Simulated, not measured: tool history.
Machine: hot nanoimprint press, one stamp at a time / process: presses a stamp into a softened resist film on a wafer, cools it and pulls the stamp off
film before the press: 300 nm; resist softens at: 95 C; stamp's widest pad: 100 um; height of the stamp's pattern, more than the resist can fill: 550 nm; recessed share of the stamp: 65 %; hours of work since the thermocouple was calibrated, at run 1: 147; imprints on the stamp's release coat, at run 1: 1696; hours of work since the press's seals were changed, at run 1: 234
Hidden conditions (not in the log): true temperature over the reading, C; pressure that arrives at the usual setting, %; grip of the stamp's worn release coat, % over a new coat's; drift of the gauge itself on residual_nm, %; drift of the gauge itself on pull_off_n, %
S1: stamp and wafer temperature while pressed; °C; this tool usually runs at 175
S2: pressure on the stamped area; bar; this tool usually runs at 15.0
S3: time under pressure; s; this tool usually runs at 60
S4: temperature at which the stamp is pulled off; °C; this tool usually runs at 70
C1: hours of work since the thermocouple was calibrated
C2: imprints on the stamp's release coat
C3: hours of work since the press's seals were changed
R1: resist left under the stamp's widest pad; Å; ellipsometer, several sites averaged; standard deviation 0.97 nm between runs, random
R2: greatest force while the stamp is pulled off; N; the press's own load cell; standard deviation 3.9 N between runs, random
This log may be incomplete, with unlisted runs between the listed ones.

Run 1, hour 0.0: usual settings; C1 147; C2 1696; C3 234. Result: R1 1439 Å, R2 279 N.
Run 2, hour 36.7: usual settings; C1 175; C2 1861; C3 261. Result: R1 1452 Å, R2 277 N.
At hour 94.5: stamp cleaned and given a new release coat.
Run 3, hour 101.1: usual settings but S2 22.9 bar; C1 218; C2 29; C3 304. Result: R1 1170 Å, R2 196 N.
Run 4, hour 140.1: usual settings but S2 22.9 bar; C1 247; C2 204; C3 334. Result: R1 1174 Å, R2 204 N.
Run 5, hour 211.2: usual settings but S2 22.9 bar; C1 300; C2 524; C3 387. Result: R1 1215 Å, R2 222 N.
Run 6, hour 281.8: usual settings but S2 22.9 bar; C1 353; C2 842; C3 439. Result: R1 1220 Å, R2 247 N.
Run 7, hour 351.9: usual settings but S3 41 s; C1 405; C2 1157; C3 491. Result: R1 1717 Å, R2 256 N.
At hour 404.6: plate thermocouple calibrated.
Run 8, hour 412.9: usual settings but S1 177 °C, S3 41 s; C1 6; C2 1418; C3 535. Result: R1 1476 Å, R2 263 N.
Run 9, hour 468.5: usual settings but S1 177 °C, S3 41 s; C1 48; C2 1668; C3 576. Result: R1 1465 Å, R2 267 N.
Run 10, hour 503.8: usual settings but S1 177 °C, S3 41 s, S4 69 °C; C1 74; C2 1827; C3 602. Result: R1 1497 Å, R2 273 N.
At hour 567.8: stamp cleaned and given a new release coat.
Run 11, hour 573.4: usual settings but S1 177 °C, S3 41 s, S4 69 °C; C1 121; C2 25; C3 650. Result: R1 1491 Å, R2 192 N.
Run 12, hour 626.3: usual settings but S1 177 °C, S3 41 s, S4 69 °C; C1 161; C2 263; C3 689. Result: R1 1518 Å, R2 206 N.
Run 13, hour 661.6: usual settings but S1 177 °C, S3 41 s, S4 69 °C; C1 187; C2 422; C3 716. Result: R1 1518 Å, R2 222 N.
Run 14, hour 707.2: usual settings but S3 47 s; C1 221; C2 627; C3 750. Result: R1 1568 Å, R2 229 N.
At hour 734.9: press's hydraulic seals changed and the load cell set to zero.
Run 15, hour 748.6: usual settings but S3 47 s; C1 246; C2 777; C3 10. Result: R1 1567 Å, R2 233 N.
Run 16, hour 797.9: usual settings but S2 23.8 bar; C1 283; C2 999; C3 47. Result: R1 1134 Å, R2 238 N.
Run 17, hour 869.3: usual settings but S1 187 °C, S2 13.7 bar, S3 67 s, S4 76 °C; C1 336; C2 1320; C3 100. Result: R1 886 Å, R2 240 N.
Run 18, hour 913.8: usual settings but S1 187 °C, S2 22.1 bar, S3 92 s, S4 68 °C; C1 369; C2 1520; C3 133. Result: R1 611 Å, R2 269 N.
Run 19, hour 974.0: usual settings but S2 12.0 bar, S3 69 s; C1 414; C2 1791; C3 178. Result: R1 1605 Å, R2 276 N.
At hour 1015.5: plate thermocouple calibrated.
Run 20, hour 1027.7: usual settings but S2 12.0 bar, S3 69 s; C1 9; C2 2019; C3 216. Result: R1 1459 Å, R2 285 N.
At hour 1050.5: stamp cleaned and given a new release coat.
Run 21, hour 1067.0: usual settings but S2 12.0 bar, S3 69 s; C1 34; C2 75; C3 241. Result: R1 1436 Å, R2 200 N.
Run 22, hour 1125.9: usual settings but S2 15.2 bar, S3 69 s, S4 58 °C; C1 78; C2 340; C3 285. Result: R1 1314 Å, R2 237 N.
Run 23, hour 1161.9: usual settings but S2 15.2 bar, S3 69 s, S4 61 °C; C1 105; C2 501; C3 312. Result: R1 1337 Å, R2 227 N.
Run 24, hour 1217.7: usual settings but S2 22.9 bar, S3 92 s; C1 146; C2 752; C3 353. Result: R1 957 Å, R2 223 N.
Run 25, hour 1248.2: usual settings but S2 22.9 bar, S3 92 s; C1 169; C2 890; C3 376. Result: R1 969 Å, R2 234 N.
Run 26, hour 1313.5: usual settings but S1 173 °C, S3 81 s, S4 68 °C; C1 218; C2 1184; C3 425. Result: R1 1409 Å, R2 256 N.
Run 27, hour 1347.0: usual settings but S1 167 °C, S2 21.4 bar, S3 39 s, S4 77 °C; C1 243; C2 1334; C3 450. Result: R1 1909 Å, R2 242 N.
Run 28, hour 1411.3: usual settings but S1 179 °C, S4 78 °C; C1 291; C2 1624; C3 498. Result: R1 1230 Å, R2 246 N.
Run 29, hour 1450.3: usual settings but S1 179 °C, S3 83 s, S4 78 °C; C1 320; C2 1799; C3 527. Result: R1 1113 Å, R2 263 N.
At hour 1521.8: stamp cleaned and given a new release coat.
Run 30, hour 1522.1: usual settings but S1 173 °C, S3 40 s, S4 62 °C; C1 369; C2 2; C3 576. Result: R1 1814 Å, R2 207 N.
Run 31, hour 1566.7: usual settings but S1 180 °C, S4 57 °C; C1 402; C2 202; C3 609. Result: R1 1221 Å, R2 228 N.

Predict each of these 3 candidate next runs independently; none follows another, all start after run 31:
Run A, hour 1616.1: usual settings but S1 168 °C, S3 30 s, S4 63 °C; C1 439; C2 425; C3 646. Result: R1 ?, R2 ?.
Run B, hour 1616.1: usual settings but S1 180 °C, S3 84 s, S4 57 °C; C1 439; C2 425; C3 646. Result: R1 ?, R2 ?.
Run C, hour 1616.1: usual settings but S1 164 °C, S4 57 °C; C1 439; C2 425; C3 646. Result: R1 ?, R2 ?.

run    R1   R2
  A  2325  232
  B  1093  246
  C  2226  239
Stripped of hidden state, with their random variation kept, the same runs would have yielded:
run    R1   R2
  A  2190  207
  B   992  219
  C  2082  213
